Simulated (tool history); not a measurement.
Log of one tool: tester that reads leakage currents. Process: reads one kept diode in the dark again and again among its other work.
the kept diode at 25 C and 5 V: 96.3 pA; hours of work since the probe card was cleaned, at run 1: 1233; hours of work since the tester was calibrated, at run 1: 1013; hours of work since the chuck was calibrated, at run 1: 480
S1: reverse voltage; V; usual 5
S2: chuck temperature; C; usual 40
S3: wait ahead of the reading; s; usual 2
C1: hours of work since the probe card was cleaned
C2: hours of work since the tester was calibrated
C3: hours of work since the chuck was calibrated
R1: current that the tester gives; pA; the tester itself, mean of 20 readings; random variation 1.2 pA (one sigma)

run	hour	S1	S2	S3	C1	C2	C3	R1
1	0	5	40	2	1233	1013	480	385.47
2	49.4	5	30	2	1257	1037	505	155.91
3	106.3	5	40	5.32	1285	1065	533	380.98
4	147.5	5	40	5.32	1306	1085	553	382.5
5	196.5	5	40	5.32	1330	1110	577	383.73
6	233.2	5	40	5.32	1348	1128	595	383.19
7	291.9	5	40	5.73	1377	1157	624	383.74
# hour 297.4: chuck's temperature calibrated
8	349.3	5	40	2	1404	1184	26	382.08
9	409.1	5	40	0.98	1434	1213	55	382.72
10	462.4	5	40	0.65	1460	1240	81	385.2
11	518.2	5	58	0.65	1487	1267	109	1693.16
12	548.8	5	58	0.65	1503	1282	124	1699.54
13	603.5	5	58	0.65	1529	1309	151	1700.51
14	648	5	40	2	1551	1331	173	384.39
15	681.1	5	40	2	1568	1347	189	383.2
16	720.6	5	40	2	1587	1367	209	384.11
17	771.7	5	35	2	1612	1392	234	246.93
18	825.1	5	35	2	1639	1418	260	245.6
19	856.3	5	52	2	1654	1434	275	1053.3
20	917.6	5	52	2	1684	1464	306	1055.52
21	956.1	1.42	40	3.9	1703	1483	325	258.71
22	1003	1.14	40	1.08	1726	1506	348	240.02
23	1059.4	1.14	40	1.08	1754	1534	375	239.97
24	1115.7	2.41	25	2	1782	1562	403	76.78
25	1167.7	2.41	29	0.7	1808	1587	429	112.79
26	1204.1	1.8	29	0.7	1825	1605	447	102.52
27	1247	2.69	40	2	1847	1626	468	315.95
28	1308.5	5	21	0.98	1877	1657	498	66.35
29	1361.8	17.5	33	0.98	1903	1683	524	310.27
30	1405.8	5	48	4.79	1925	1705	546	759.91
31	1461.5	2.55	40	4.32	1952	1732	574	309.75
32	1500.1	5.23	40	2	1971	1751	593	390.84
33	1550.2	5.23	40	2	1996	1776	617	387.75
# hour 1570.7: chuck's temperature calibrated
34	1601.1	5.23	40	2	2020	1800	15	387.47
35	1641	5.23	43	0.36	2040	1819	35	507.3
36	1682.7	5.17	22	2.33	2060	1840	55	73.5
37	1742.7	5.17	22	2.33	2090	1870	85	73.81
38	1800.8	5.17	22	2.33	2118	1898	113	73.44
39	1832.1	2.54	40	2	2134	1914	129	309.31

Forecast each of these 3 alternatives for the next run:
A	1893.7	14.69	49	0.95	2164	1944	159	?
B	1893.7	5.24	23	0.42	2164	1944	159	?
C	1893.7	5	40	2.45	2164	1944	159	?

run	R1
A	1165.35
B	84.3
C	381.5
Without the tool's hidden state the same runs would have given:
run	R1
A	1164.74
B	84.17
C	381.28

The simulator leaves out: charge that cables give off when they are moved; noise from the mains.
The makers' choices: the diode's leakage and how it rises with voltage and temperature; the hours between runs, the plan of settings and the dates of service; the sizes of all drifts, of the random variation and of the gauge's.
